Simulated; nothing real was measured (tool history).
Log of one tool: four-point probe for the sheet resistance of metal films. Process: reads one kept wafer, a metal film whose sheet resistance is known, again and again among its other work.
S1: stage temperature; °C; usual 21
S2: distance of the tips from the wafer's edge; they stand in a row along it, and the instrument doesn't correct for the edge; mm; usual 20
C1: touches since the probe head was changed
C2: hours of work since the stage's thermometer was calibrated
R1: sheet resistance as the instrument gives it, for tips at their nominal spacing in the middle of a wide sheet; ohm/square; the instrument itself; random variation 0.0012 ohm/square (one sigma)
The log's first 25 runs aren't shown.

run   hour  S1  S2     C1   C2        R1
 26  612.5  21  43  13041  128  6.152002
 27  642.5  21   5  13551  141  6.274970
 28  656.3  28  41  13786  147  6.119530
 29  679.0  28  41  14173  157  6.114863
 30  693.4  21  32  14416  163  6.151296
 31  725.8  33  17  14968  177  6.106332
 32  745.9  33  17  15310  186  6.105457
 33  775.7  33  17  15816  199  6.106829
 34  790.2  29  13  16063  205  6.133975
 35  815.1  27  13  16485  216  6.137668
 36  846.1  28   6  17012  230  6.207620
 37  861.0  20   6  17266  236  6.241954
 38  893.4  20   6  17817  250  6.241595
 39  908.8  18   4  18080  257  6.362418

5 ways to go on from here, each from the tool as it stands after run 39. What would each give?
  A  935.5  20   7  18533  269   ?
  B  935.5  31  36  18533  269   ?
  C  935.5  21  61  18533  269   ?
  D  935.5  32   4  18533  269   ?
  E  935.5  33  20  18533  269   ?

run        R1
  A  6.216879
  B  6.105442
  C  6.147526
  D  6.298475
  E  6.105464
Without the tool's hidden state the same runs would have given:
run        R1
  A  6.226029
  B  6.114485
  C  6.156587
  D  6.307780
  E  6.114514
